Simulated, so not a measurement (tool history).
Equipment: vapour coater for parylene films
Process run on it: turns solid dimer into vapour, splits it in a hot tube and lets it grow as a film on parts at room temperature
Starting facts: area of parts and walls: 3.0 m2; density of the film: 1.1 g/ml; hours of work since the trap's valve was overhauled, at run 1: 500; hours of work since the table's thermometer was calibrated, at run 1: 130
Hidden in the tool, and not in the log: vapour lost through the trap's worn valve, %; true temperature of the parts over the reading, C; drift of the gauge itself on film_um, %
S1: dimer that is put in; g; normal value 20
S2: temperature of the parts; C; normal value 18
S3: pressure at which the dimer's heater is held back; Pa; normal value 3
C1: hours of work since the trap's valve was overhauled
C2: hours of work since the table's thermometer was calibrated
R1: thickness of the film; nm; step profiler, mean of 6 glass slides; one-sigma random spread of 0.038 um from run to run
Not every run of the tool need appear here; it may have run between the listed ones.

Run 1, hour 0: usual settings; C1 500; C2 130. Result: R1 3540 nm.
Run 2, hour 18.9: usual settings; C1 515; C2 145. Result: R1 3540 nm.
Run 3, hour 30.1: usual settings; C1 524; C2 154. Result: R1 3600 nm.
Run 4, hour 46.6: usual settings; C1 537; C2 167. Result: R1 3570 nm.
Run 5, hour 63: usual settings; C1 550; C2 180. Result: R1 3540 nm.
At hour 65.6: table's thermometer calibrated.
Run 6, hour 74.4: usual settings; C1 558; C2 7. Result: R1 3550 nm.
Run 7, hour 90.1: usual settings but S3 5.39 Pa; C1 571; C2 19. Result: R1 3380 nm.
Run 8, hour 105.5: usual settings but S3 5.39 Pa; C1 583; C2 32. Result: R1 3360 nm.
At hour 117.5: table's thermometer calibrated, once more.
Run 9, hour 126.6: usual settings but S1 36 g, S2 28 C, S3 4.14 Pa; C1 599; C2 7. Result: R1 4060 nm.
At hour 142.5: trap's valve overhauled.
Run 10, hour 148.3: usual settings but S1 18 g, S2 14 C, S3 2.87 Pa; C1 5; C2 21. Result: R1 4250 nm.
Run 11, hour 159.9: usual settings but S1 18 g, S2 14 C, S3 2.87 Pa; C1 14; C2 30. Result: R1 4260 nm.
Run 12, hour 172.1: usual settings but S1 11 g, S2 14 C, S3 2.26 Pa; C1 23; C2 40. Result: R1 2660 nm.
Run 13, hour 181.3: usual settings but S1 12 g, S2 26 C, S3 7.91 Pa; C1 31; C2 47. Result: R1 1610 nm.
Run 14, hour 200.8: usual settings but S3 2.12 Pa; C1 46; C2 63. Result: R1 4080 nm.
Run 15, hour 218.8: usual settings but S3 2.12 Pa; C1 60; C2 77. Result: R1 4080 nm.
Run 16, hour 229.7: usual settings but S3 11.8 Pa; C1 69; C2 86. Result: R1 3710 nm.

3 options for the next run, each taken on its own from the tool as it stands now. Forecast them:
Run A, hour 243.4: usual settings but S1 10 g, S2 11 C, S3 5.64 Pa; C1 80; C2 96. Result: R1 ?.
Run B, hour 243.4: usual settings but S1 12 g, S2 14 C; C1 80; C2 96. Result: R1 ?.
Run C, hour 243.4: usual settings but S2 28 C, S3 4.17 Pa; C1 80; C2 96. Result: R1 ?.

run    R1
  A  2610
  B  2840
  C  2590
With no hidden state in the tool, these same runs would have given:
run    R1
  A  2660
  B  2890
  C  2630

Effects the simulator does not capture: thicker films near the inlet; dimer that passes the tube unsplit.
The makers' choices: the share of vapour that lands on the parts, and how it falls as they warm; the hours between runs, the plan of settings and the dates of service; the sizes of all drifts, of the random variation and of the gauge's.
